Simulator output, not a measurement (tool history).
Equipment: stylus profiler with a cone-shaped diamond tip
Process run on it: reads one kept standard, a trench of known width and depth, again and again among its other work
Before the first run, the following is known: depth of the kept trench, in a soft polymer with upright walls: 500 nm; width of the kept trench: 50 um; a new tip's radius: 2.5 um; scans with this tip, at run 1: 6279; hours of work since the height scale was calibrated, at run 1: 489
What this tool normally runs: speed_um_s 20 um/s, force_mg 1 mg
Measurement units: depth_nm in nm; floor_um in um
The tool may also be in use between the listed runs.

| run | hour | speed_um_s | force_mg | scans with this tip | hours of work since the height scale was calibrated | depth_nm | floor_um |
|---|---|---|---|---|---|---|---|
| 1 | 0 | 20 | 1 | 6279 | 489 | 503.67 | 46.95 |
| 2 | 117.3 | 20 | 1 | 7057 | 549 | 503.93 | 46.98 |
| 3 | 199.6 | 20 | 1 | 7603 | 592 | 503.87 | 46.96 |
| 4 | 310.2 | 20 | 1 | 8337 | 649 | 503.64 | 46.93 |
| 5 | 367.1 | 18 | 1 | 8714 | 678 | 503.61 | 46.89 |
| 6 | 434 | 30 | 1 | 9158 | 713 | 503.9 | 46.9 |
| 7 | 528.8 | 30 | 1 | 9787 | 762 | 503.89 | 46.89 |
| 8 | 620.8 | 20 | 1 | 10397 | 809 | 503.75 | 46.94 |
| 9 | 728.7 | 20 | 1 | 11113 | 865 | 503.87 | 46.88 |
| 10 | 811.3 | 27 | 1 | 11661 | 908 | 503.65 | 46.86 |
| 11 | 891.3 | 27 | 1 | 12192 | 949 | 504.16 | 46.91 |
| 12 | 989.4 | 8 | 0.38 | 12843 | 1000 | 501.88 | 46.93 |
| 13 | 1106.8 | 8 | 0.38 | 13621 | 1060 | 501.76 | 46.95 |
|  | 1188.5 | new tip fitted, height scale calibrated |
| 14 | 1214.1 | 8 | 0.38 | 170 | 13 | 501.9 | 46.94 |
| 15 | 1334.2 | 8 | 0.38 | 967 | 75 | 502.12 | 46.99 |
| 16 | 1421.7 | 8 | 0.38 | 1547 | 120 | 501.77 | 46.99 |
| 17 | 1501.7 | 8 | 0.56 | 2078 | 162 | 502.62 | 46.92 |
| 18 | 1597.3 | 8 | 0.56 | 2712 | 211 | 502.23 | 47.01 |
| 19 | 1695.1 | 7 | 1.38 | 3361 | 262 | 505.09 | 46.96 |
| 20 | 1813 | 7 | 1.38 | 4143 | 323 | 504.66 | 47.01 |
| 21 | 1937.4 | 21 | 2.92 | 4968 | 387 | 507.89 | 46.94 |
| 22 | 2037.6 | 21 | 2.92 | 5632 | 439 | 507.95 | 46.95 |

Consider 4 possible next runs. They are alternatives, not a sequence: every one starts from the tool as it was left by run 22. What does each give?
| A | 2137 | 21 | 0.94 | 6292 | 490 | ? | ? |
| B | 2137 | 20 | 2.77 | 6292 | 490 | ? | ? |
| C | 2137 | 20 | 2.16 | 6292 | 490 | ? | ? |
| D | 2137 | 10 | 2.92 | 6292 | 490 | ? | ? |

| run | depth_nm | floor_um |
|---|---|---|
| A | 503.77 | 46.91 |
| B | 507.6 | 46.98 |
| C | 506.46 | 46.94 |
| D | 507.82 | 46.97 |
With no hidden state in the tool, these same runs would have given:
| run | depth_nm | floor_um |
|---|---|---|
| A | 503.79 | 46.92 |
| B | 507.62 | 46.99 |
| C | 506.48 | 46.95 |
| D | 507.84 | 46.99 |
